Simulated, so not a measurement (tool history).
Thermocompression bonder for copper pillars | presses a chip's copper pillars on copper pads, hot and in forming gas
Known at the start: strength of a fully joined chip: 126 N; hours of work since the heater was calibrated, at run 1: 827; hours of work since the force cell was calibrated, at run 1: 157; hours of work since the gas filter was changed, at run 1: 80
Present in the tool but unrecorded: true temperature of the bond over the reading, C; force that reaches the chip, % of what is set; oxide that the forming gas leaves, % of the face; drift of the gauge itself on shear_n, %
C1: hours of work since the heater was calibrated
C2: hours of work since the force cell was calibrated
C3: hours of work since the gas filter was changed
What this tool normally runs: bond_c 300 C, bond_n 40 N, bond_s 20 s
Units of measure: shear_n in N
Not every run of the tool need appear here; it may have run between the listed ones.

run 1 hour=0 | bond_c=300 bond_n=40 bond_s=20 | C1=827 C2=157 C3=80 | shear_n=71.8
run 2 hour=8.2 | bond_c=300 bond_n=40 bond_s=20 | C1=832 C2=162 C3=85 | shear_n=71.1
run 3 hour=18.3 | bond_c=304 bond_n=40 bond_s=20 | C1=838 C2=167 C3=91 | shear_n=74.8
run 4 hour=25 | bond_c=304 bond_n=40 bond_s=20 | C1=841 C2=171 C3=94 | shear_n=75.1
run 5 hour=33.4 | bond_c=304 bond_n=40 bond_s=20 | C1=846 C2=176 C3=99 | shear_n=74.2
run 6 hour=44.2 | bond_c=304 bond_n=40 bond_s=20 | C1=852 C2=182 C3=105 | shear_n=73.8
run 7 hour=49.3 | bond_c=326 bond_n=40 bond_s=20 | C1=855 C2=185 C3=108 | shear_n=92
-- hour=50.8 forming gas filter changed
run 8 hour=56.7 | bond_c=300 bond_n=49 bond_s=13 | C1=859 C2=189 C3=3 | shear_n=75.1
run 9 hour=66.2 | bond_c=289 bond_n=35 bond_s=20 | C1=864 C2=194 C3=9 | shear_n=59.5
run 10 hour=76.4 | bond_c=289 bond_n=35 bond_s=20 | C1=870 C2=200 C3=14 | shear_n=58.5
run 11 hour=85.1 | bond_c=289 bond_n=35 bond_s=20 | C1=875 C2=205 C3=19 | shear_n=58.3
run 12 hour=95.1 | bond_c=310 bond_n=45 bond_s=20 | C1=881 C2=211 C3=25 | shear_n=87.2

Pick out some run-to-run changes in shear_n. Of each, how much would a tool without hidden state show as well, from the settings, what came in and chance, and how much is left for the hidden state and any gauge scatter not in both results compared?
Run 7 -> 8: bond_c 326 -> 300, bond_n 40 -> 49, bond_s 20 -> 13, forming gas filter changed. shear_n -16.9 N: hidden state +5.8, all else -22.7.
Run 11 -> 12: bond_c 289 -> 310, bond_n 35 -> 45. shear_n +28.9 N: hidden state -0.7, all else +29.6.

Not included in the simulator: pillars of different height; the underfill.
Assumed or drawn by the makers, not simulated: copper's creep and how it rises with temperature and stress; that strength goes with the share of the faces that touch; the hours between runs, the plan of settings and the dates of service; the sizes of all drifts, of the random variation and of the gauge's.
